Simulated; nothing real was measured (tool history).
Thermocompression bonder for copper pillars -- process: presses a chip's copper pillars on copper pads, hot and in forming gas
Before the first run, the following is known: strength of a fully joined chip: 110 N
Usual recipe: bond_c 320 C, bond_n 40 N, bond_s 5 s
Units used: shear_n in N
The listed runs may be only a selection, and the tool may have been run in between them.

| run | hour | bond_c | bond_n | bond_s | shear_n |
|---|---|---|---|---|---|
| 1 | 0.0 | 320 | 40 | 5 | 36.6 |
| 2 | 12.3 | 320 | 40 | 5 | 36.1 |
| 3 | 31.4 | 320 | 40 | 5 | 36.0 |
| 4 | 47.9 | 320 | 40 | 5 | 36.6 |
| 5 | 59.0 | 320 | 40 | 5 | 35.8 |
| 6 | 72.3 | 320 | 40 | 7 | 40.7 |
| 7 | 86.8 | 320 | 40 | 7 | 41.3 |
| 8 | 98.2 | 320 | 40 | 5 | 34.7 |
| 9 | 111.4 | 320 | 40 | 3 | 29.4 |
| 10 | 125.9 | 320 | 40 | 3 | 30.0 |
| 11 | 135.0 | 320 | 55 | 3 | 40.8 |
| 12 | 153.4 | 320 | 55 | 3 | 40.7 |
| 13 | 168.2 | 320 | 55 | 5 | 48.4 |
| 14 | 177.3 | 320 | 55 | 5 | 48.7 |
| 15 | 187.6 | 320 | 40 | 5 | 35.2 |
| 16 | 206.4 | 320 | 40 | 5 | 34.9 |
| 17 | 222.8 | 320 | 40 | 5 | 35.9 |
| 18 | 233.3 | 320 | 40 | 5 | 34.4 |
| 19 | 251.3 | 320 | 33 | 5 | 29.4 |
| 20 | 268.1 | 320 | 40 | 5 | 34.6 |
| 21 | 283.5 | 306 | 40 | 3 | 25.1 |
| 22 | 293.9 | 306 | 40 | 3 | 24.3 |
| 23 | 310.5 | 306 | 40 | 3 | 23.4 |
| 24 | 319.6 | 323 | 40 | 4 | 32.1 |
| 25 | 328.1 | 323 | 40 | 4 | 31.8 |
| 26 | 342.4 | 323 | 40 | 14 | 51.0 |
|  | 353.2 | forming gas filter changed |
| 27 | 353.2 | 350 | 40 | 6 | 53.6 |
| 28 | 369.3 | 326 | 27 | 14 | 40.2 |
| 29 | 383.2 | 316 | 48 | 11 | 59.8 |
| 30 | 397.2 | 316 | 30 | 3 | 21.0 |
| 31 | 406.0 | 316 | 30 | 3 | 20.9 |
| 32 | 424.0 | 314 | 30 | 10 | 36.6 |
| 33 | 435.6 | 320 | 54 | 5 | 51.4 |
| 34 | 443.7 | 320 | 44 | 3 | 33.8 |
| 35 | 462.2 | 348 | 25 | 3 | 23.3 |
| 36 | 479.0 | 320 | 40 | 8 | 45.9 |
| 37 | 489.3 | 305 | 56 | 5 | 47.4 |
| 38 | 501.9 | 336 | 55 | 3 | 49.1 |
| 39 | 510.7 | 336 | 55 | 3 | 49.3 |

Each run again, without the hidden state but with its own random variation kept:
The hidden state here: true temperature of the bond over the reading, C; force that reaches the chip, % of what is set; oxide that the forming gas leaves, % of the face; drift of the gauge itself on shear_n, %.
| run | shear_n |
|---|---|
| 1 | 40.2 |
| 2 | 39.8 |
| 3 | 39.7 |
| 4 | 40.4 |
| 5 | 39.7 |
| 6 | 45.2 |
| 7 | 45.9 |
| 8 | 38.8 |
| 9 | 33.0 |
| 10 | 33.6 |
| 11 | 45.8 |
| 12 | 45.8 |
| 13 | 54.4 |
| 14 | 55.0 |
| 15 | 39.9 |
| 16 | 39.7 |
| 17 | 40.9 |
| 18 | 39.4 |
| 19 | 33.6 |
| 20 | 39.9 |
| 21 | 29.1 |
| 22 | 28.3 |
| 23 | 27.4 |
| 24 | 37.4 |
| 25 | 37.1 |
| 26 | 59.2 |
| 27 | 55.1 |
| 28 | 41.6 |
| 29 | 61.9 |
| 30 | 22.0 |
| 31 | 21.9 |
| 32 | 38.4 |
| 33 | 53.7 |
| 34 | 35.6 |
| 35 | 24.5 |
| 36 | 48.4 |
| 37 | 50.1 |
| 38 | 51.8 |
| 39 | 52.0 |
